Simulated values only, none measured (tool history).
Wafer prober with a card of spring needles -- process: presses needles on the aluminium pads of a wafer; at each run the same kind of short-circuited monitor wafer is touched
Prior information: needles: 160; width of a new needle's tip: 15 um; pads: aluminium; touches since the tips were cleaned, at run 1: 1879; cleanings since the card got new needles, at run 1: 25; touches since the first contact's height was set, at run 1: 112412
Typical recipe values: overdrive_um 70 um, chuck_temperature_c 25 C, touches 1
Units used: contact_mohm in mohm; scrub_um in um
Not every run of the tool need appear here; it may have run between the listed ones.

run,hour,overdrive_um,chuck_temperature_c,touches,touches since the tips were cleaned,cleanings since the card got new needles,touches since the first contact's height was set,contact_mohm,scrub_um
1,0.0,70,25,1,1879,25,112412,284,15.23
# hour 3.8: tips cleaned on abrasive film
# hour 12.5: tips cleaned on abrasive film
# hour 19.5: tips cleaned on abrasive film
# hour 28.2: tips cleaned on abrasive film
2,31.2,70,25,1,1669,29,129220,278,14.88
# hour 36.5: tips cleaned on abrasive film
# hour 43.4: tips cleaned on abrasive film
# hour 50.4: tips cleaned on abrasive film
3,56.5,70,25,1,3307,32,142836,313,14.94
# hour 58.3: tips cleaned on abrasive film
# hour 67.0: tips cleaned on abrasive film
# hour 75.7: tips cleaned on abrasive film
# hour 84.4: tips cleaned on abrasive film
# hour 93.1: tips cleaned on abrasive film
# hour 93.4: height of the first contact set anew
# hour 100.7: tips cleaned on abrasive film
4,100.7,70,89,1,0,38,3932,258,15.58
# hour 109.4: tips cleaned on abrasive film
# hour 118.0: tips cleaned on abrasive film
# hour 126.7: tips cleaned on abrasive film
# hour 133.7: tips cleaned on abrasive film
# hour 141.4: tips cleaned on abrasive film
5,141.4,70,25,1,0,43,25872,241,15.58
# hour 150.1: tips cleaned on abrasive film
# hour 157.1: tips cleaned on abrasive film
# hour 162.3: tips cleaned on abrasive film, once more
# hour 169.3: tips cleaned on abrasive film
# hour 178.0: tips cleaned on abrasive film
# hour 186.7: tips cleaned on abrasive film
6,193.5,70,25,1,3709,49,53945,319,15.54
# hour 195.3: tips cleaned on abrasive film
# hour 202.3: tips cleaned on abrasive film
# hour 210.9: tips cleaned on abrasive film
# hour 219.6: tips cleaned on abrasive film
# hour 226.6: tips cleaned on abrasive film
# hour 233.6: tips cleaned on abrasive film
7,233.6,70,25,1,0,55,75534,248,15.34
# hour 240.6: tips cleaned on abrasive film
# hour 247.6: tips cleaned on abrasive film
# hour 256.3: tips cleaned on abrasive film
# hour 263.3: tips cleaned on abrasive film
# hour 272.0: tips cleaned on abrasive film
# hour 278.9: tips cleaned on abrasive film
8,280.6,70,25,1,924,61,100836,271,15.26
# hour 287.6: tips cleaned on abrasive film
# hour 296.3: tips cleaned on abrasive film
# hour 303.3: tips cleaned on abrasive film
# hour 310.2: tips cleaned on abrasive film
# hour 318.9: tips cleaned on abrasive film
# hour 325.9: tips cleaned on abrasive film
# hour 334.6: tips cleaned on abrasive film
9,335.3,70,25,2,361,68,130248,252,15.05
# hour 342.2: tips cleaned on abrasive film
# hour 350.9: tips cleaned on abrasive film
# hour 359.6: tips cleaned on abrasive film
# hour 366.6: tips cleaned on abrasive film
# hour 373.6: tips cleaned on abrasive film
# hour 381.3: tips cleaned on abrasive film
10,381.3,70,25,2,0,74,155020,247,14.93
# hour 390.0: tips cleaned on abrasive film
# hour 395.4: height of the first contact set anew
# hour 399.0: tips cleaned on abrasive film
# hour 407.7: tips cleaned on abrasive film
# hour 416.3: tips cleaned on abrasive film
11,420.6,70,25,2,2320,78,13565,272,15.56
# hour 424.1: tips cleaned on abrasive film
# hour 431.1: tips cleaned on abrasive film
# hour 439.8: tips cleaned on abrasive film
# hour 448.5: tips cleaned on abrasive film
# hour 455.5: tips cleaned on abrasive film
# hour 462.4: tips cleaned on abrasive film
# hour 471.1: tips cleaned on abrasive film
12,476.1,70,25,2,2710,85,43450,277,15.50
# hour 479.6: tips cleaned on abrasive film
# hour 486.6: tips cleaned on abrasive film
# hour 493.6: tips cleaned on abrasive film
# hour 502.3: tips cleaned on abrasive film
13,507.5,70,25,2,2849,89,60354,285,15.35
# hour 509.3: tips cleaned on abrasive film
# hour 518.0: tips cleaned on abrasive film
# hour 526.6: tips cleaned on abrasive film
# hour 535.3: tips cleaned on abrasive film
# hour 542.3: tips cleaned on abrasive film
14,546.7,89,85,2,2420,94,81497,272,19.51
# hour 550.3: tips cleaned on abrasive film
# hour 559.0: tips cleaned on abrasive film
# hour 567.7: tips cleaned on abrasive film
# hour 574.6: tips cleaned on abrasive film
# hour 583.3: tips cleaned on abrasive film
# hour 591.6: tips cleaned on abrasive film
15,591.6,54,67,2,0,100,105648,275,11.60
# hour 600.3: tips cleaned on abrasive film
# hour 609.0: tips cleaned on abrasive film
# hour 616.0: tips cleaned on abrasive film
# hour 624.7: tips cleaned on abrasive film
# hour 631.6: tips cleaned on abrasive film
16,636.2,71,49,1,2471,105,129672,319,15.35
# hour 639.7: tips cleaned on abrasive film
# hour 646.7: tips cleaned on abrasive film
# hour 655.4: tips cleaned on abrasive film
17,661.5,66,26,2,3349,108,143330,300,14.15
# hour 663.3: tips cleaned on abrasive film
# hour 672.0: tips cleaned on abrasive film
# hour 680.7: tips cleaned on abrasive film
# hour 689.4: tips cleaned on abrasive film
# hour 696.6: height of the first contact set anew
# hour 698.4: tips cleaned on abrasive film
18,704.7,74,38,1,3456,113,4394,319,16.51
# hour 706.5: tips cleaned on abrasive film
# hour 715.2: tips cleaned on abrasive film
# hour 722.2: tips cleaned on abrasive film
# hour 730.9: tips cleaned on abrasive film
19,736.1,70,78,1,2825,117,21276,331,15.54
# hour 737.9: tips cleaned on abrasive film
# hour 744.9: tips cleaned on abrasive film
# hour 753.6: tips cleaned on abrasive film
# hour 762.2: tips cleaned on abrasive film
20,768.1,76,49,2,3190,121,38517,288,16.85
# hour 769.9: tips cleaned on abrasive film
# hour 778.6: tips cleaned on abrasive film
# hour 787.3: tips cleaned on abrasive film
# hour 796.0: tips cleaned on abrasive film
21,799.9,69,116,2,2155,125,55666,301,15.13
# hour 803.5: tips cleaned on abrasive film
# hour 812.2: tips cleaned on abrasive film
# hour 820.8: tips cleaned on abrasive film
# hour 829.5: tips cleaned on abrasive film
22,831.5,80,75,2,1096,129,72691,274,17.64
# hour 836.8: tips cleaned on abrasive film
# hour 845.5: tips cleaned on abrasive film
# hour 854.2: tips cleaned on abrasive film
# hour 862.9: tips cleaned on abrasive film
# hour 869.8: tips cleaned on abrasive film
23,875.6,80,75,2,3118,134,96427,290,17.50

Branching from run 23: 5 alternative next runs. What would each branch give?
# hour 877.4: tips cleaned on abrasive film
# hour 884.4: tips cleaned on abrasive film
# hour 891.3: tips cleaned on abrasive film
# hour 898.8: tips cleaned on abrasive film
A,898.8,85,75,1,0,138,108861,?,?
# hour 877.4: tips cleaned on abrasive film
# hour 884.4: tips cleaned on abrasive film
# hour 891.3: tips cleaned on abrasive film
# hour 898.8: tips cleaned on abrasive film
B,898.8,70,25,1,0,138,108861,?,?
# hour 877.4: tips cleaned on abrasive film
# hour 884.4: tips cleaned on abrasive film
# hour 891.3: tips cleaned on abrasive film
# hour 898.8: tips cleaned on abrasive film
C,898.8,89,58,2,0,138,108861,?,?
# hour 877.4: tips cleaned on abrasive film
# hour 884.4: tips cleaned on abrasive film
# hour 891.3: tips cleaned on abrasive film
# hour 898.8: tips cleaned on abrasive film
D,898.8,86,75,2,0,138,108861,?,?
# hour 877.4: tips cleaned on abrasive film
# hour 884.4: tips cleaned on abrasive film
# hour 891.3: tips cleaned on abrasive film
# hour 898.8: tips cleaned on abrasive film
E,898.8,70,78,1,0,138,108861,?,?

run,contact_mohm,scrub_um
A,258,18.48
B,246,15.16
C,243,19.41
D,255,18.79
E,265,15.18
What these runs would have given with no unlogged condition in the tool:
run,contact_mohm,scrub_um
A,246,18.95
B,230,15.63
C,233,19.88
D,245,19.26
E,249,15.65
